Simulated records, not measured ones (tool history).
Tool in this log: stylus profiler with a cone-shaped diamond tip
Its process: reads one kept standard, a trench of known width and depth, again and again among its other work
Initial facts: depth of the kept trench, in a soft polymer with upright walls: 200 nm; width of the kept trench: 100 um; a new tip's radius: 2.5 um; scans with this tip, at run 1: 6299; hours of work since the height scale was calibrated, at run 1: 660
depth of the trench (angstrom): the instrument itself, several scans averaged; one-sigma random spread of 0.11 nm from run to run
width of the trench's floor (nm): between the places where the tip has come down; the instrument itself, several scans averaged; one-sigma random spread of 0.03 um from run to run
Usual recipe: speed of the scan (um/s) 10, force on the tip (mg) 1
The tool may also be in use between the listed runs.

run	hour	speed of the scan (um/s)	force on the tip (mg)	scans with this tip	hours of work since the height scale was calibrated	depth of the trench (angstrom)	width of the trench's floor (nm)
1	0	10	1	6299	660	2023.6	97510
2	47.1	10	1	6580	689	2022.4	97460
3	99.2	10	1.02	6891	722	2023.4	97420
4	129.1	10	1.48	7068	740	2031.4	97450
5	170.7	10	1.48	7316	766	2030.3	97470
6	209.5	10	0.4	7547	791	2017.4	97350
7	254.1	10	0.4	7813	818	2018.1	97340
8	297.7	10	1.82	8072	846	2034.4	97430
9	346.1	10	1.82	8361	876	2034.8	97370
10	380.6	10	1.82	8567	897	2036.5	97390
11	418.4	10	0.35	8792	921	2016.8	97280
12	461.1	10	0.35	9046	948	2016	97270
13	507.2	10	0.35	9321	976	2015.7	97250
14	539.2	10	1	9511	996	2027.7	97290
# hour 543.5: height scale calibrated on a step standard
15	571.5	10	1	9701	17	2031.2	97300
16	600.1	10	1	9871	35	2030.2	97300
17	640.9	10	1	10114	61	2030.4	97230
18	679	10	1	10341	85	2032.2	97280
19	705.5	10	1	10499	101	2028.2	97280
20	731.3	10	1	10653	117	2032.5	97190
21	775.9	10	1	10918	145	2031.3	97210
22	823.7	10	1	11203	175	2031.8	97230
23	860.3	5	1	11421	198	2032.1	97210
# hour 885.2: height scale calibrated on a step standard, once more
24	904.1	14	1.51	11679	12	2026.1	97160
25	940.9	6	0.66	11898	35	2014.5	97250
26	982.9	2	0.37	12148	61	2009.8	97240
27	1038	2	0.37	12477	95	2008.6	97220
28	1063.6	19	2.06	12629	111	2031.1	97130
29	1107.1	19	2.06	12888	139	2030.1	97080
30	1133.1	14	0.57	13043	155	2014.5	97000
31	1167.8	14	0.57	13250	176	2014.2	97040
32	1216.2	14	0.57	13538	207	2014.2	97030
33	1264.4	15	1.04	13825	237	2019.7	97030
34	1292.3	9	1.29	13991	254	2022	97080
35	1331.7	9	1.29	14226	279	2022.5	97090
36	1358.9	8	0.81	14388	296	2017.7	97050
37	1395.2	9	2.9	14604	318	2042	97060
38	1418.9	21	1.08	14745	333	2021.2	96900
39	1453.1	36	0.69	14949	354	2016.4	96770
40	1483.5	23	1.34	15130	373	2026.5	96990
41	1522.7	4	0.38	15363	398	2011.8	97090
42	1563.5	4	0.38	15607	423	2012.4	96980
43	1598.8	8	1.65	15817	445	2026.5	96980

Below are 5 alternative next runs, each starting from the tool's condition after run 43. Predict each:
A	1646.4	2	0.93	16100	475	?	?
B	1646.4	24	1	16100	475	?	?
C	1646.4	37	2.05	16100	475	?	?
D	1646.4	8	0.63	16100	475	?	?
E	1646.4	2	0.48	16100	475	?	?

run	depth of the trench (angstrom)	width of the trench's floor (nm)
A	2022.3	96990
B	2020.8	96810
C	2033.8	96870
D	2016.1	96960
E	2013.1	97090
Without the tool's unlogged condition, the same runs would have read:
run	depth of the trench (angstrom)	width of the trench's floor (nm)
A	2020	97990
B	2018.6	97820
C	2031.6	97870
D	2013.8	97960
E	2010.9	98090
